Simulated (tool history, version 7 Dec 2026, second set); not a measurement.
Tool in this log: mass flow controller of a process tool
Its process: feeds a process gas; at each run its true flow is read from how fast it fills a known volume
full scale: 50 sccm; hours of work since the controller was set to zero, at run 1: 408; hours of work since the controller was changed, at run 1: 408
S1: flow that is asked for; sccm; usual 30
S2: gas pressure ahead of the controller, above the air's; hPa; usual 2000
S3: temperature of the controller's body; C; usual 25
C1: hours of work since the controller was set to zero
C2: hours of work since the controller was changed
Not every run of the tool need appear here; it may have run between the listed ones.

Run 1, day 0: usual settings; C1 408; C2 408. Result: true flow (%) 99.41.
Run 2, day 1.604: usual settings; C1 419; C2 419. Result: true flow (%) 99.53.
Run 3, day 3.225: usual settings but S3 29 C; C1 431; C2 431. Result: true flow (%) 99.73.
Run 4, day 5.075: usual settings but S1 26 sccm; C1 445; C2 445. Result: true flow (%) 99.4.
Run 5, day 7.671: usual settings but S1 26 sccm, S2 1640 hPa; C1 463; C2 463. Result: true flow (%) 99.39.
Run 6, day 9.138: usual settings but S1 26 sccm, S2 1640 hPa; C1 474; C2 474. Result: true flow (%) 99.31.
Run 7, day 11.896: usual settings but S1 26 sccm, S2 1640 hPa; C1 494; C2 494. Result: true flow (%) 99.35.
Run 8, day 14.688: usual settings but S1 26 sccm, S2 1640 hPa; C1 514; C2 514. Result: true flow (%) 99.28.
Run 9, day 16.892: usual settings but S1 26 sccm, S2 1640 hPa; C1 530; C2 530. Result: true flow (%) 99.4.
Run 10, day 19.812: usual settings but S1 26 sccm, S2 1640 hPa; C1 551; C2 551. Result: true flow (%) 99.43.
Run 11, day 21.721: usual settings but S1 26 sccm, S2 1640 hPa; C1 565; C2 565. Result: true flow (%) 99.16.
Run 12, day 24.608: usual settings; C1 586; C2 586. Result: true flow (%) 99.3.
Run 13, day 27.642: usual settings but S3 23 C; C1 608; C2 608. Result: true flow (%) 99.14.
Run 14, day 29.167: usual settings but S3 23 C; C1 619; C2 619. Result: true flow (%) 99.06.
Run 15, day 32.321: usual settings; C1 642; C2 642. Result: true flow (%) 99.22.
Run 16, day 34.65: usual settings but S2 2770 hPa, S3 35 C; C1 659; C2 659. Result: true flow (%) 100.05.
Run 17, day 36.212: usual settings but S1 8 sccm, S2 2770 hPa, S3 35 C; C1 671; C2 671. Result: true flow (%) 98.89.
Run 18, day 37.962: usual settings but S1 8 sccm, S2 1880 hPa, S3 20 C; C1 683; C2 683. Result: true flow (%) 97.93.
Run 19, day 39.438: usual settings but S1 11 sccm, S2 2160 hPa, S3 26 C; C1 694; C2 694. Result: true flow (%) 98.45.
Run 20, day 41.296: usual settings but S1 15 sccm, S2 2010 hPa, S3 21 C; C1 707; C2 707. Result: true flow (%) 98.27.
Run 21, day 42.904: usual settings but S1 15 sccm, S2 2010 hPa, S3 21 C; C1 719; C2 719. Result: true flow (%) 98.49.
Run 22, day 44.612: usual settings but S1 15 sccm, S2 2200 hPa, S3 22 C; C1 731; C2 731. Result: true flow (%) 98.33.
Run 23, day 46.575: usual settings but S1 11 sccm, S2 2710 hPa; C1 746; C2 746. Result: true flow (%) 98.24.
Run 24, day 47.971: usual settings but S1 35 sccm, S2 2030 hPa, S3 23 C; C1 756; C2 756. Result: true flow (%) 99.06.
Run 25, day 50.833: usual settings but S1 27 sccm, S2 2270 hPa, S3 21 C; C1 777; C2 777. Result: true flow (%) 98.73.

Estimate the outcome of run 26 from the log above:
Run 26, day 52.717: usual settings but S1 27 sccm, S2 2270 hPa, S3 21 C; C1 790; C2 790. Result: true flow (%) ?.

{"run 26": {"true flow (%)": 98.72}}
The same run, on a tool lacking any hidden state, would have yielded true flow (%) 99.2.

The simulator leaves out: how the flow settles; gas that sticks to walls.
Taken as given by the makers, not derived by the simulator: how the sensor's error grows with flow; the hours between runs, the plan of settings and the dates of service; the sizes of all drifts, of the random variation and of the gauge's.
